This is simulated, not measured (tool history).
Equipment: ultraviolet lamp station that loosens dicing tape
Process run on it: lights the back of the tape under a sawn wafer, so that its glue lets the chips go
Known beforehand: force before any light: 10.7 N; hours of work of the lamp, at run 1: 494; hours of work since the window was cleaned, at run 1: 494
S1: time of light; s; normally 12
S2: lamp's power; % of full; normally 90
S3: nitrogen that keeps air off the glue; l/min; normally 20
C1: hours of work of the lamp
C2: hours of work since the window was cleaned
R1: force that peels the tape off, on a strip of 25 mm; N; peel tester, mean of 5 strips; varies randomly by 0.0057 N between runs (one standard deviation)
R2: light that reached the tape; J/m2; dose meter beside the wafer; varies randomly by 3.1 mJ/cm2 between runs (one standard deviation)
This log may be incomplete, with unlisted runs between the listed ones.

Run 1, hour 0: usual settings; C1 494; C2 494. Result: R1 0.298 N, R2 3520 J/m2.
Run 2, hour 24.6: usual settings but S3 15 l/min; C1 508; C2 508. Result: R1 0.453 N, R2 3530 J/m2.
Run 3, hour 48.9: usual settings but S3 15 l/min; C1 521; C2 521. Result: R1 0.472 N, R2 3480 J/m2.
Run 4, hour 87.7: usual settings but S3 15 l/min; C1 542; C2 542. Result: R1 0.496 N, R2 3440 J/m2.
Run 5, hour 112.9: usual settings but S1 9 s; C1 556; C2 556. Result: R1 0.759 N, R2 2560 J/m2.
Run 6, hour 162.4: usual settings but S2 88 % of full; C1 583; C2 583. Result: R1 0.391 N, R2 3290 J/m2.
Run 7, hour 201.7: usual settings but S2 78 % of full; C1 604; C2 604. Result: R1 0.542 N, R2 2900 J/m2.
Run 8, hour 239.3: usual settings but S2 69 % of full; C1 625; C2 625. Result: R1 0.788 N, R2 2480 J/m2.
Run 9, hour 269.7: usual settings but S2 69 % of full; C1 641; C2 641. Result: R1 0.804 N, R2 2510 J/m2.
At hour 306.9: window cleaned of glue's vapour.
Run 10, hour 319.3: usual settings but S2 69 % of full; C1 668; C2 7. Result: R1 1.104 N, R2 2210 J/m2.
Run 11, hour 362: usual settings but S2 69 % of full; C1 691; C2 30. Result: R1 1.128 N, R2 2160 J/m2.
Run 12, hour 414.8: usual settings but S2 69 % of full; C1 720; C2 59. Result: R1 1.204 N, R2 2130 J/m2.
Run 13, hour 443.5: usual settings but S2 98 % of full; C1 735; C2 74. Result: R1 0.529 N, R2 2940 J/m2.
Run 14, hour 493.5: usual settings but S2 98 % of full; C1 763; C2 102. Result: R1 0.542 N, R2 2920 J/m2.
At hour 497.8: window cleaned of glue's vapour, once more.
Run 15, hour 516.3: usual settings; C1 775; C2 10. Result: R1 0.271 N, R2 3770 J/m2.
Run 16, hour 539.5: usual settings but S3 24 l/min; C1 787; C2 23. Result: R1 0.215 N, R2 3720 J/m2.
Run 17, hour 568.5: usual settings but S1 24 s; C1 803; C2 38. Result: R1 0.08 N, R2 7320 J/m2.
Run 18, hour 610.2: usual settings; C1 826; C2 61. Result: R1 0.291 N, R2 3570 J/m2.
Run 19, hour 633.7: usual settings; C1 839; C2 74. Result: R1 0.306 N, R2 3580 J/m2.
Run 20, hour 657.9: usual settings; C1 852; C2 87. Result: R1 0.294 N, R2 3560 J/m2.
Run 21, hour 693.9: usual settings; C1 871; C2 107. Result: R1 0.309 N, R2 3500 J/m2.
Run 22, hour 735.9: usual settings but S1 7 s, S2 87 % of full, S3 29 l/min; C1 894; C2 130. Result: R1 1.009 N, R2 1970 J/m2.
Run 23, hour 785: usual settings but S1 20 s, S3 9 l/min; C1 921; C2 156. Result: R1 0.204 N, R2 5720 J/m2.
Run 24, hour 809.5: usual settings but S1 20 s, S3 14 l/min; C1 934; C2 170. Result: R1 0.124 N, R2 5730 J/m2.
Run 25, hour 843.9: usual settings but S1 7 s, S2 89 % of full, S3 12 l/min; C1 953; C2 188. Result: R1 2.122 N, R2 1960 J/m2.
Run 26, hour 880.5: usual settings but S1 7 s, S2 89 % of full, S3 12 l/min; C1 973; C2 208. Result: R1 2.08 N, R2 1920 J/m2.
Run 27, hour 912: usual settings but S2 83 % of full; C1 990; C2 225. Result: R1 0.5 N, R2 3020 J/m2.
Run 28, hour 945.1: usual settings but S1 20 s, S3 16 l/min; C1 1008; C2 243. Result: R1 0.124 N, R2 5430 J/m2.
Run 29, hour 984.5: usual settings but S1 20 s, S3 16 l/min; C1 1029; C2 265. Result: R1 0.141 N, R2 5360 J/m2.
Run 30, hour 1007.2: usual settings but S1 20 s, S2 77 % of full, S3 33 l/min; C1 1042; C2 277. Result: R1 0.097 N, R2 4550 J/m2.
Run 31, hour 1058.6: usual settings but S1 20 s, S2 99 % of full, S3 33 l/min; C1 1070; C2 305. Result: R1 0.083 N, R2 5820 J/m2.
Run 32, hour 1090.8: usual settings but S1 20 s, S2 99 % of full, S3 33 l/min; C1 1087; C2 323. Result: R1 0.086 N, R2 5740 J/m2.
Run 33, hour 1141.5: usual settings but S1 20 s, S2 99 % of full, S3 21 l/min; C1 1115; C2 350. Result: R1 0.098 N, R2 5650 J/m2.
Run 34, hour 1163.7: usual settings but S1 20 s, S2 99 % of full, S3 21 l/min; C1 1127; C2 362. Result: R1 0.094 N, R2 5610 J/m2.
Run 35, hour 1195.5: usual settings but S1 11 s, S3 15 l/min; C1 1144; C2 380. Result: R1 0.855 N, R2 2750 J/m2.
Run 36, hour 1235.7: usual settings but S1 11 s, S3 15 l/min; C1 1166; C2 401. Result: R1 0.904 N, R2 2700 J/m2.
Run 37, hour 1284.9: usual settings but S1 11 s, S3 15 l/min; C1 1193; C2 428. Result: R1 0.92 N, R2 2690 J/m2.
Run 38, hour 1317.8: usual settings but S1 11 s, S2 67 % of full, S3 15 l/min; C1 1211; C2 446. Result: R1 1.749 N, R2 1960 J/m2.
Run 39, hour 1341.9: usual settings but S1 7 s, S2 91 % of full, S3 32 l/min; C1 1224; C2 459. Result: R1 1.269 N, R2 1680 J/m2.
Run 40, hour 1370.9: usual settings but S1 20 s, S2 76 % of full, S3 8 l/min; C1 1240; C2 475. Result: R1 0.702 N, R2 3920 J/m2.
Run 41, hour 1415.3: usual settings but S1 20 s, S2 76 % of full, S3 8 l/min; C1 1264; C2 499. Result: R1 0.698 N, R2 3980 J/m2.
Run 42, hour 1461.2: usual settings but S1 20 s, S2 76 % of full, S3 8 l/min; C1 1289; C2 524. Result: R1 0.75 N, R2 3850 J/m2.

Alternative continuations, all from the tool just after run 42; predict every row:
Run A, hour 1483.9: usual settings but S1 11 s, S2 63 % of full, S3 8 l/min; C1 1301; C2 536. Result: R1 ?, R2 ?.
Run B, hour 1483.9: usual settings but S1 20 s, S2 99 % of full, S3 8 l/min; C1 1301; C2 536. Result: R1 ?, R2 ?.
Run C, hour 1483.9: usual settings but S1 8 s, S2 96 % of full, S3 7 l/min; C1 1301; C2 536. Result: R1 ?, R2 ?.

run     R1    R2
  A  3.099  1740
  B   0.37  5020
  C  3.073  1980
With no hidden state in the tool, these same runs would have given:
run     R1    R2
  A  1.295  3010
  B  0.094  8660
  C  1.245  3390
